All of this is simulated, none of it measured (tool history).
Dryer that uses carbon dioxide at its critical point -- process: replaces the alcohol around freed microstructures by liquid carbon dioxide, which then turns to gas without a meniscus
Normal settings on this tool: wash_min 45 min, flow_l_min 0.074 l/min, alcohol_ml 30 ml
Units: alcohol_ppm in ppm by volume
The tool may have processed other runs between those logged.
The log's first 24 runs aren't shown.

run	day	wash_min	flow_l_min	alcohol_ml	alcohol_ppm
25	34.433	41	0.074	51	2201
26	36.354	41	0.074	34	1549
27	37.992	41	0.074	34	1559
28	39.458	34	0.0604	34	5384
# day 39.917: inlet filter changed
29	40.962	34	0.0888	57	1663
30	41.812	59	0.0604	60	933
31	42.858	59	0.0604	60	981
32	44.196	27	0.0587	38	8738
33	45.362	30	0.052	116	28099
34	46.988	31	0.1189	38	545
35	48.342	59	0.074	81	525
36	49.754	33	0.0942	30	977
37	51.354	31	0.0942	21	887
38	52.971	41	0.1055	73	543
39	54.292	37	0.0622	39	3856
40	56.292	45	0.0959	73	598
41	57.375	45	0.0959	73	609
42	58.604	31	0.1027	77	2465
43	59.592	31	0.1027	77	2506
44	61.033	39	0.0963	28	562
45	62.05	45	0.0696	23	980
# day 62.854: purifier's bed changed
46	63.825	39	0.1235	58	217

Forecast each of these 4 alternatives for the next run:
A	64.679	42	0.0563	111	?
B	64.679	45	0.074	61	?
C	64.679	45	0.0665	24	?
D	64.679	39	0.0523	58	?

run	alcohol_ppm
A	11297
B	1817
C	1125
D	8908
Had the tool no hidden state, the same runs would have come out as:
run	alcohol_ppm
A	8134
B	1138
C	737
D	6712

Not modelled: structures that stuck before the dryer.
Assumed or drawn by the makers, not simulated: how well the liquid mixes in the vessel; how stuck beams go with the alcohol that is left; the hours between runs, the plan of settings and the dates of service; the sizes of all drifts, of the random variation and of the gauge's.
